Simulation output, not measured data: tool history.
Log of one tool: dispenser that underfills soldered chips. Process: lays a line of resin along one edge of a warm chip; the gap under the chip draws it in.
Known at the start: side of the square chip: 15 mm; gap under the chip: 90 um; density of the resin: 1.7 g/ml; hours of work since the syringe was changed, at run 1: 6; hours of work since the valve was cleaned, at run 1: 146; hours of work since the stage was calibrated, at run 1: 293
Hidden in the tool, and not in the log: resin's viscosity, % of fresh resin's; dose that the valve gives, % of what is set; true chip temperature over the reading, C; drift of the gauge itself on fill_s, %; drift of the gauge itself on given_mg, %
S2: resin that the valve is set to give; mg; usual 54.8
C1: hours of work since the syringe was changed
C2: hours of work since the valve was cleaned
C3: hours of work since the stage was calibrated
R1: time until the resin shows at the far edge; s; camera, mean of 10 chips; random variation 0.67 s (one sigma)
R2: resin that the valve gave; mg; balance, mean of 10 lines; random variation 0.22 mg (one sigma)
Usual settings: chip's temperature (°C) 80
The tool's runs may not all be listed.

run 1 hour=0.0 | chip's_temperature_(°C)=80 S2=54.8 | C1=6 C2=146 C3=293 | R1=84.6 R2=49.71
-- hour=3.9 new syringe of resin
-- hour=5.9 dispensing valve cleaned and set on the balance
run 2 hour=11.7 | chip's_temperature_(°C)=80 S2=55.1 | C1=5 C2=4 C3=301 | R1=76.5 R2=54.68
-- hour=17.6 new syringe of resin
run 3 hour=24.7 | chip's_temperature_(°C)=70 S2=55.1 | C1=5 C2=14 C3=310 | R1=115.3 R2=54.40
-- hour=30.4 new syringe of resin
run 4 hour=36.6 | chip's_temperature_(°C)=80 S2=67.1 | C1=5 C2=22 C3=319 | R1=74.6 R2=66.17
-- hour=42.9 new syringe of resin
run 5 hour=45.0 | chip's_temperature_(°C)=80 S2=67.1 | C1=2 C2=28 C3=325 | R1=64.7 R2=66.09
run 6 hour=53.9 | chip's_temperature_(°C)=80 S2=67.1 | C1=8 C2=35 C3=331 | R1=87.4 R2=65.85
-- hour=55.3 new syringe of resin
run 7 hour=60.7 | chip's_temperature_(°C)=80 S2=67.1 | C1=4 C2=40 C3=336 | R1=73.8 R2=65.72
-- hour=68.1 new syringe of resin
run 8 hour=69.9 | chip's_temperature_(°C)=80 S2=67.1 | C1=1 C2=47 C3=343 | R1=63.1 R2=64.90
-- hour=80.1 new syringe of resin
run 9 hour=82.1 | chip's_temperature_(°C)=80 S2=67.1 | C1=1 C2=55 C3=352 | R1=65.4 R2=64.95
run 10 hour=89.7 | chip's_temperature_(°C)=89 S2=54.8 | C1=7 C2=61 C3=357 | R1=61.7 R2=53.05
-- hour=92.1 new syringe of resin
run 11 hour=95.3 | chip's_temperature_(°C)=89 S2=54.8 | C1=2 C2=65 C3=361 | R1=51.0 R2=52.30
-- hour=104.4 new syringe of resin
run 12 hour=104.4 | chip's_temperature_(°C)=89 S2=54.8 | C1=0 C2=72 C3=368 | R1=47.4 R2=52.20
run 13 hour=113.7 | chip's_temperature_(°C)=89 S2=54.8 | C1=7 C2=78 C3=375 | R1=63.6 R2=52.38
-- hour=116.5 new syringe of resin
run 14 hour=123.3 | chip's_temperature_(°C)=89 S2=54.8 | C1=5 C2=85 C3=382 | R1=55.8 R2=51.71
-- hour=129.0 new syringe of resin
run 15 hour=136.0 | chip's_temperature_(°C)=89 S2=54.8 | C1=5 C2=95 C3=391 | R1=56.4 R2=51.43
-- hour=140.9 new syringe of resin
run 16 hour=143.9 | chip's_temperature_(°C)=89 S2=54.8 | C1=2 C2=100 C3=396 | R1=51.5 R2=51.18
-- hour=153.4 new syringe of resin
run 17 hour=156.3 | chip's_temperature_(°C)=89 S2=54.8 | C1=2 C2=109 C3=405 | R1=51.2 R2=50.72
run 18 hour=163.4 | chip's_temperature_(°C)=92 S2=48.5 | C1=7 C2=115 C3=411 | R1=58.5 R2=44.61
-- hour=165.6 new syringe of resin
run 19 hour=174.9 | chip's_temperature_(°C)=92 S2=59.8 | C1=7 C2=123 C3=419 | R1=54.8 R2=54.47
-- hour=178.1 new syringe of resin
run 20 hour=186.9 | chip's_temperature_(°C)=92 S2=59.8 | C1=7 C2=132 C3=428 | R1=54.1 R2=54.80
-- hour=190.3 new syringe of resin
run 21 hour=193.1 | chip's_temperature_(°C)=67 S2=54.1 | C1=2 C2=136 C3=432 | R1=119.5 R2=48.85
-- hour=202.3 new syringe of resin
run 22 hour=204.0 | chip's_temperature_(°C)=67 S2=54.1 | C1=1 C2=144 C3=440 | R1=116.1 R2=49.08
run 23 hour=210.4 | chip's_temperature_(°C)=77 S2=52.8 | C1=6 C2=149 C3=445 | R1=93.3 R2=47.80
-- hour=213.0 dispensing valve cleaned and set on the balance
-- hour=215.3 new syringe of resin
run 24 hour=217.5 | chip's_temperature_(°C)=88 S2=47.3 | C1=2 C2=3 C3=449 | R1=53.2 R2=46.86
-- hour=226.2 stage's temperature calibrated
-- hour=228.3 new syringe of resin
run 25 hour=228.8 | chip's_temperature_(°C)=94 S2=69.6 | C1=0 C2=11 C3=2 | R1=37.1 R2=69.10
run 26 hour=237.0 | chip's_temperature_(°C)=88 S2=63.5 | C1=7 C2=17 C3=8 | R1=57.9 R2=62.74
-- hour=240.7 new syringe of resin
run 27 hour=246.3 | chip's_temperature_(°C)=88 S2=63.5 | C1=4 C2=23 C3=15 | R1=51.7 R2=62.22
-- hour=253.0 new syringe of resin
run 28 hour=258.6 | chip's_temperature_(°C)=88 S2=70.6 | C1=4 C2=32 C3=23 | R1=51.8 R2=68.84
run 29 hour=264.4 | chip's_temperature_(°C)=88 S2=70.6 | C1=8 C2=37 C3=28 | R1=62.2 R2=68.81
-- hour=265.6 new syringe of resin
run 30 hour=273.3 | chip's_temperature_(°C)=88 S2=68.3 | C1=6 C2=43 C3=34 | R1=54.4 R2=66.36
-- hour=278.0 new syringe of resin
run 31 hour=282.1 | chip's_temperature_(°C)=84 S2=68.9 | C1=3 C2=49 C3=40 | R1=58.4 R2=66.17
run 32 hour=287.2 | chip's_temperature_(°C)=84 S2=55.5 | C1=7 C2=53 C3=44 | R1=68.6 R2=53.36

Forecast run 33:
-- hour=290.2 new syringe of resin
run 33 hour=297.1 | chip's_temperature_(°C)=84 S2=50.3 | C1=5 C2=60 C3=51 | R1=? R2=?

Run 33 gave R1 65.5 s, R2 47.87 mg.
Without the tool's hidden state the same run would have given R1 52.7 s, R2 50.01 mg.
